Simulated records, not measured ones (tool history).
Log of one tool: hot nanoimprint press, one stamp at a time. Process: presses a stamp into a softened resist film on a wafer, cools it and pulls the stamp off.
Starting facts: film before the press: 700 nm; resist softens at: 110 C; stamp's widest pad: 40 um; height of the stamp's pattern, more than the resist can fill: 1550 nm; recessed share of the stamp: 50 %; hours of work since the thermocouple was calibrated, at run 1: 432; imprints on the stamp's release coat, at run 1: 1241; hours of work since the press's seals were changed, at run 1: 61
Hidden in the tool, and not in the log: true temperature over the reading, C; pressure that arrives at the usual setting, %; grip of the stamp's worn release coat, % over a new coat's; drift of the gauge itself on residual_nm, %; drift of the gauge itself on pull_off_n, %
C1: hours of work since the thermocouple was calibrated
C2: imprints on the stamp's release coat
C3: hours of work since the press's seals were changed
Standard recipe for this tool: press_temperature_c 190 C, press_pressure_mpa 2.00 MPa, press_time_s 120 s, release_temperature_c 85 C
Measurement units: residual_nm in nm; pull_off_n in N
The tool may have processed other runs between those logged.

run 1 hour=0.0 | press_temperature_c=190 press_pressure_mpa=2.00 press_time_s=120 release_temperature_c=85 | C1=432 C2=1241 C3=61 | residual_nm=407.8 pull_off_n=185
run 2 hour=4.2 | press_temperature_c=190 press_pressure_mpa=2.00 press_time_s=120 release_temperature_c=85 | C1=434 C2=1256 C3=64 | residual_nm=410.6 pull_off_n=184
run 3 hour=12.9 | press_temperature_c=190 press_pressure_mpa=2.00 press_time_s=120 release_temperature_c=85 | C1=440 C2=1288 C3=69 | residual_nm=408.8 pull_off_n=186
run 4 hour=16.8 | press_temperature_c=190 press_pressure_mpa=2.00 press_time_s=120 release_temperature_c=85 | C1=442 C2=1302 C3=72 | residual_nm=412.7 pull_off_n=182
run 5 hour=24.9 | press_temperature_c=190 press_pressure_mpa=2.00 press_time_s=120 release_temperature_c=85 | C1=447 C2=1331 C3=77 | residual_nm=413.1 pull_off_n=183
run 6 hour=31.2 | press_temperature_c=190 press_pressure_mpa=1.45 press_time_s=120 release_temperature_c=85 | C1=451 C2=1354 C3=81 | residual_nm=460.2 pull_off_n=184
run 7 hour=35.5 | press_temperature_c=190 press_pressure_mpa=1.45 press_time_s=120 release_temperature_c=85 | C1=454 C2=1369 C3=84 | residual_nm=458.1 pull_off_n=184
run 8 hour=42.5 | press_temperature_c=190 press_pressure_mpa=1.45 press_time_s=120 release_temperature_c=85 | C1=458 C2=1395 C3=88 | residual_nm=461.1 pull_off_n=185
-- hour=49.7 plate thermocouple calibrated
run 9 hour=49.7 | press_temperature_c=190 press_pressure_mpa=1.45 press_time_s=120 release_temperature_c=85 | C1=0 C2=1410 C3=90 | residual_nm=461.6 pull_off_n=186
run 10 hour=54.6 | press_temperature_c=190 press_pressure_mpa=2.00 press_time_s=120 release_temperature_c=85 | C1=3 C2=1427 C3=94 | residual_nm=413.4 pull_off_n=187
run 11 hour=62.8 | press_temperature_c=183 press_pressure_mpa=2.00 press_time_s=120 release_temperature_c=85 | C1=8 C2=1457 C3=99 | residual_nm=519.4 pull_off_n=183
run 12 hour=66.7 | press_temperature_c=190 press_pressure_mpa=2.00 press_time_s=120 release_temperature_c=85 | C1=11 C2=1471 C3=101 | residual_nm=412.4 pull_off_n=184
run 13 hour=75.8 | press_temperature_c=190 press_pressure_mpa=2.00 press_time_s=120 release_temperature_c=85 | C1=16 C2=1504 C3=107 | residual_nm=408.4 pull_off_n=186
run 14 hour=79.9 | press_temperature_c=190 press_pressure_mpa=2.00 press_time_s=120 release_temperature_c=85 | C1=19 C2=1519 C3=109 | residual_nm=413.5 pull_off_n=186
run 15 hour=85.2 | press_temperature_c=190 press_pressure_mpa=2.00 press_time_s=120 release_temperature_c=85 | C1=22 C2=1538 C3=113 | residual_nm=414.7 pull_off_n=184
run 16 hour=94.1 | press_temperature_c=190 press_pressure_mpa=1.37 press_time_s=120 release_temperature_c=85 | C1=28 C2=1570 C3=118 | residual_nm=467.9 pull_off_n=182
run 17 hour=103.5 | press_temperature_c=187 press_pressure_mpa=1.62 press_time_s=95 release_temperature_c=91 | C1=34 C2=1604 C3=124 | residual_nm=515.1 pull_off_n=157
-- hour=116.5 stamp cleaned and given a new release coat
run 18 hour=116.5 | press_temperature_c=181 press_pressure_mpa=1.79 press_time_s=239 release_temperature_c=86 | C1=38 C2=0 C3=128 | residual_nm=486.2 pull_off_n=178
run 19 hour=125.7 | press_temperature_c=181 press_pressure_mpa=1.79 press_time_s=239 release_temperature_c=80 | C1=44 C2=33 C3=134 | residual_nm=483.3 pull_off_n=208
run 20 hour=131.2 | press_temperature_c=197 press_pressure_mpa=2.00 press_time_s=95 release_temperature_c=77 | C1=47 C2=53 C3=138 | residual_nm=338.7 pull_off_n=223
run 21 hour=139.9 | press_temperature_c=193 press_pressure_mpa=1.39 press_time_s=213 release_temperature_c=85 | C1=53 C2=84 C3=143 | residual_nm=349.1 pull_off_n=183
run 22 hour=148.6 | press_temperature_c=190 press_pressure_mpa=2.96 press_time_s=96 release_temperature_c=85 | C1=58 C2=116 C3=149 | residual_nm=376.4 pull_off_n=186
run 23 hour=152.7 | press_temperature_c=190 press_pressure_mpa=2.00 press_time_s=176 release_temperature_c=71 | C1=61 C2=130 C3=151 | residual_nm=363.4 pull_off_n=247
run 24 hour=158.3 | press_temperature_c=185 press_pressure_mpa=2.00 press_time_s=120 release_temperature_c=88 | C1=64 C2=150 C3=155 | residual_nm=491.2 pull_off_n=169
run 25 hour=162.4 | press_temperature_c=190 press_pressure_mpa=1.56 press_time_s=131 release_temperature_c=85 | C1=67 C2=165 C3=157 | residual_nm=439.0 pull_off_n=182
run 26 hour=169.9 | press_temperature_c=200 press_pressure_mpa=1.56 press_time_s=125 release_temperature_c=85 | C1=71 C2=192 C3=162 | residual_nm=302.5 pull_off_n=183
run 27 hour=175.2 | press_temperature_c=200 press_pressure_mpa=1.56 press_time_s=125 release_temperature_c=85 | C1=75 C2=211 C3=165 | residual_nm=303.2 pull_off_n=183
run 28 hour=179.9 | press_temperature_c=200 press_pressure_mpa=1.56 press_time_s=125 release_temperature_c=85 | C1=78 C2=228 C3=168 | residual_nm=304.6 pull_off_n=183
run 29 hour=189.3 | press_temperature_c=190 press_pressure_mpa=1.90 press_time_s=132 release_temperature_c=85 | C1=83 C2=262 C3=174 | residual_nm=404.4 pull_off_n=183

Take each entry between the runs: how does the hidden state at the last listed run before it differ from the hidden state at the first listed run after it?
After run 8, before run 9: plate thermocouple calibrated (hour 49.7)
  true temperature over the reading, C: 0.13 -> 0.02
After run 17, before run 18: stamp cleaned and given a new release coat (hour 116.5)
  grip of the stamp's worn release coat, % over a new coat's: 0.7 -> 0
